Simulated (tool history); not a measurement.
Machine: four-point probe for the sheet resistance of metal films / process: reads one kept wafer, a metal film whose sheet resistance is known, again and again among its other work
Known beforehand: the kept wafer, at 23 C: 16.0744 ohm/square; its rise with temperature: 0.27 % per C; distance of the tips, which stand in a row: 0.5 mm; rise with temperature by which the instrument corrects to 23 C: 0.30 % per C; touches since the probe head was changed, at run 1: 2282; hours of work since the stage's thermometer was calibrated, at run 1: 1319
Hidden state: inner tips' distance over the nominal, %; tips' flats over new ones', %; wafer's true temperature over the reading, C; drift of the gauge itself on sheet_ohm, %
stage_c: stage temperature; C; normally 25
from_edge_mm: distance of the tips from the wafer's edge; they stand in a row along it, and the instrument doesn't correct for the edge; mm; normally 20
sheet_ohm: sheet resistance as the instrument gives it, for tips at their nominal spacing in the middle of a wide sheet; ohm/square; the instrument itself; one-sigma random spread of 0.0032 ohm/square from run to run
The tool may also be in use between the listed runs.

run,hour,stage_c,from_edge_mm,touches since the probe head was changed,hours of work since the stage's thermometer was calibrated,sheet_ohm
1,0,25,20,2282,1319,16.100965
2,13.5,25,20,2539,1327,16.098895
3,20.7,25,20,2676,1331,16.09604
4,35,25,20,2949,1340,16.101233
5,48.6,25,20,3206,1347,16.09865
6,58.3,25,20,3391,1353,16.103058
7,64.9,25,20,3518,1357,16.108607
8,74.8,25,4,3706,1362,16.230798
9,87.2,25,20,3942,1369,16.103157
10,101.5,25,20,4215,1378,16.097573
11,116.6,25,20,4502,1386,16.102877
12,125,25,20,4662,1391,16.09522
13,133.3,25,20,4820,1396,16.098669
14,143.4,25,20,5012,1402,16.099507
15,150.5,25,20,5148,1406,16.099805
16,164.4,25,21,5413,1414,16.099696
17,175.5,25,21,5624,1420,16.098067
18,191.6,26,6,5930,1429,16.14792
19,206,33,5,6204,1438,16.146244
20,217.8,19,23,6430,1444,16.131148
21,225.9,33,5,6584,1449,16.140753
22,238.3,19,41,6820,1456,16.126218
23,246.5,19,41,6975,1461,16.12358
24,262.2,32,5,7275,1470,16.144478
25,275.6,32,5,7529,1477,16.146451
26,290.2,23,50,7808,1486,16.104725
27,301.7,20,7,8028,1492,16.163355
28,313.5,21,8,8251,1499,16.149106
29,322.2,28,3,8417,1504,16.320611
30,333.4,28,3,8631,1511,16.321821
31,345,18,7,8850,1517,16.171072
32,351.7,19,8,8979,1521,16.153404
33,367.4,34,8,9278,1530,16.086739
34,383.1,24,13,9576,1539,16.1077

Each row is a separate what-if for the run after 34, all from the same tool condition, not one after another. Results?
A,398.2,21,5,9865,1548,?
B,398.2,19,34,9865,1548,?
C,398.2,25,10,9865,1548,?
D,398.2,25,22,9865,1548,?

run,sheet_ohm
A,16.199309
B,16.127608
C,16.110416
D,16.102159
The same runs, with their run-to-run variation unchanged, on a tool lacking any hidden condition would have given:
run,sheet_ohm
A,16.170331
B,16.098595
C,16.081921
D,16.073679
